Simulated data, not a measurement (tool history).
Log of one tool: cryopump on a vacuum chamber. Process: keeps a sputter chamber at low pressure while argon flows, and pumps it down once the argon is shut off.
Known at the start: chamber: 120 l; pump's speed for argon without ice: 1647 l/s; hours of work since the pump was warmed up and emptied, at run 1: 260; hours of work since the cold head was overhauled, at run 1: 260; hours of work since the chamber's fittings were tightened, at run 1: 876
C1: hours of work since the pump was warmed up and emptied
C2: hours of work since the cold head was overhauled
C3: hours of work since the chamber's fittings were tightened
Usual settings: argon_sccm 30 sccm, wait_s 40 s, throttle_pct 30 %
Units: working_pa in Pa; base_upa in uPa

Run 1, hour 0: usual settings; C1 260; C2 260; C3 876. Result: working_pa 0.1063 Pa, base_upa 3.57 uPa.
Run 2, hour 9.8: usual settings but argon_sccm 49 sccm; C1 267; C2 267; C3 883. Result: working_pa 0.177 Pa, base_upa 3.59 uPa.
Run 3, hour 21.4: usual settings but argon_sccm 60 sccm; C1 275; C2 275; C3 891. Result: working_pa 0.2158 Pa, base_upa 3.61 uPa.
Run 4, hour 34: usual settings but argon_sccm 60 sccm; C1 283; C2 283; C3 899. Result: working_pa 0.2161 Pa, base_upa 3.64 uPa.
Run 5, hour 44.4: usual settings but argon_sccm 60 sccm; C1 290; C2 290; C3 907. Result: working_pa 0.2162 Pa, base_upa 3.5 uPa.
Run 6, hour 60.1: usual settings but argon_sccm 60 sccm; C1 301; C2 301; C3 917. Result: working_pa 0.2186 Pa, base_upa 3.75 uPa.
Run 7, hour 73: usual settings but wait_s 48 s; C1 310; C2 310; C3 926. Result: working_pa 0.1084 Pa, base_upa 3.45 uPa.
Run 8, hour 80.5: usual settings but wait_s 48 s; C1 315; C2 315; C3 931. Result: working_pa 0.1098 Pa, base_upa 3.42 uPa.
Run 9, hour 97: usual settings but wait_s 48 s; C1 326; C2 326; C3 942. Result: working_pa 0.1077 Pa, base_upa 3.39 uPa.
Run 10, hour 105.1: usual settings; C1 332; C2 332; C3 948. Result: working_pa 0.11 Pa, base_upa 3.8 uPa.
Run 11, hour 121.3: usual settings; C1 343; C2 343; C3 959. Result: working_pa 0.1093 Pa, base_upa 3.85 uPa.
Run 12, hour 138.3: usual settings; C1 354; C2 354; C3 970. Result: working_pa 0.1101 Pa, base_upa 3.88 uPa.
Run 13, hour 146.2: usual settings; C1 360; C2 360; C3 976. Result: working_pa 0.1102 Pa, base_upa 3.88 uPa.
Run 14, hour 163: usual settings but throttle_pct 19 %; C1 371; C2 371; C3 987. Result: working_pa 0.1701 Pa, base_upa 3.88 uPa.
Run 15, hour 177.4: usual settings but throttle_pct 19 %; C1 381; C2 381; C3 997. Result: working_pa 0.1705 Pa, base_upa 3.86 uPa.
Run 16, hour 192: usual settings but wait_s 225 s; C1 391; C2 391; C3 1007. Result: working_pa 0.1096 Pa, base_upa 2.31 uPa.
Run 17, hour 207.9: usual settings; C1 402; C2 402; C3 1018. Result: working_pa 0.1113 Pa, base_upa 3.98 uPa.
Run 18, hour 223.1: usual settings but argon_sccm 31 sccm, throttle_pct 29 %; C1 412; C2 412; C3 1028. Result: working_pa 0.1188 Pa, base_upa 4.02 uPa.
Run 19, hour 237.2: usual settings but argon_sccm 26 sccm, throttle_pct 37 %; C1 421; C2 421; C3 1038. Result: working_pa 0.0794 Pa, base_upa 3.98 uPa.
Run 20, hour 251.6: usual settings but argon_sccm 26 sccm, throttle_pct 37 %; C1 431; C2 431; C3 1047. Result: working_pa 0.0807 Pa, base_upa 4.14 uPa.
Run 21, hour 262.5: usual settings but argon_sccm 26 sccm, throttle_pct 37 %; C1 439; C2 439; C3 1055. Result: working_pa 0.0799 Pa, base_upa 4.12 uPa.
Run 22, hour 270.1: usual settings but argon_sccm 26 sccm, wait_s 27 s, throttle_pct 37 %; C1 444; C2 444; C3 1060. Result: working_pa 0.0804 Pa, base_upa 4.91 uPa.
Run 23, hour 281.1: usual settings but argon_sccm 16 sccm, wait_s 81 s, throttle_pct 24 %; C1 451; C2 451; C3 1067. Result: working_pa 0.0732 Pa, base_upa 3.16 uPa.
Run 24, hour 293.9: usual settings but argon_sccm 21 sccm, throttle_pct 22 %; C1 460; C2 460; C3 1076. Result: working_pa 0.1055 Pa, base_upa 4.22 uPa.
Run 25, hour 304.6: usual settings but argon_sccm 21 sccm, throttle_pct 22 %; C1 467; C2 467; C3 1083. Result: working_pa 0.1048 Pa, base_upa 4.26 uPa.
Run 26, hour 314.4: usual settings but argon_sccm 24 sccm; C1 474; C2 474; C3 1090. Result: working_pa 0.0902 Pa, base_upa 4.25 uPa.
Run 27, hour 330.2: usual settings but argon_sccm 24 sccm; C1 485; C2 485; C3 1101. Result: working_pa 0.0898 Pa, base_upa 4.28 uPa.
Run 28, hour 338.8: usual settings but argon_sccm 24 sccm; C1 491; C2 491; C3 1107. Result: working_pa 0.0914 Pa, base_upa 4.29 uPa.
Run 29, hour 351.3: usual settings but argon_sccm 24 sccm; C1 499; C2 499; C3 1115. Result: working_pa 0.0914 Pa, base_upa 4.31 uPa.
Run 30, hour 366.6: usual settings but argon_sccm 34 sccm, wait_s 93 s, throttle_pct 15 %; C1 509; C2 509; C3 1126. Result: working_pa 0.2444 Pa, base_upa 3.19 uPa.
Run 31, hour 379.1: usual settings but argon_sccm 21 sccm, wait_s 93 s; C1 518; C2 518; C3 1134. Result: working_pa 0.08 Pa, base_upa 3.27 uPa.
At hour 385.4: pump warmed up, emptied and cooled again.
Run 32, hour 399.9: usual settings but argon_sccm 21 sccm, wait_s 93 s; C1 10; C2 529; C3 1145. Result: working_pa 0.0718 Pa, base_upa 2.59 uPa.
Run 33, hour 407.6: usual settings but argon_sccm 18 sccm, wait_s 232 s, throttle_pct 24 %; C1 15; C2 534; C3 1150. Result: working_pa 0.0779 Pa, base_upa 2.17 uPa.
Run 34, hour 423: usual settings but argon_sccm 16 sccm, wait_s 232 s, throttle_pct 40 %; C1 26; C2 544; C3 1160. Result: working_pa 0.0418 Pa, base_upa 2.15 uPa.

4 ways to go on from here, each from the tool as it stands after run 34. What would each give?
Run A, hour 430.4: usual settings but argon_sccm 35 sccm, wait_s 232 s, throttle_pct 32 %; C1 31; C2 549; C3 1165. Result: working_pa ?, base_upa ?.
Run B, hour 430.4: usual settings but argon_sccm 16 sccm, wait_s 232 s, throttle_pct 48 %; C1 31; C2 549; C3 1165. Result: working_pa ?, base_upa ?.
Run C, hour 430.4: usual settings but argon_sccm 15 sccm, wait_s 29 s; C1 31; C2 549; C3 1165. Result: working_pa ?, base_upa ?.
Run D, hour 430.4: usual settings but argon_sccm 49 sccm, wait_s 53 s, throttle_pct 16 %; C1 31; C2 549; C3 1165. Result: working_pa ?, base_upa ?.

run  working_pa  base_upa
  A      0.1129      2.14
  B      0.0352       2.2
  C      0.0532      4.58
  D      0.3143      3.32
Without the tool's hidden state the same runs would have given:
run  working_pa  base_upa
  A      0.1116      0.51
  B      0.0345      0.51
  C      0.0526      2.93
  D      0.3123      1.67
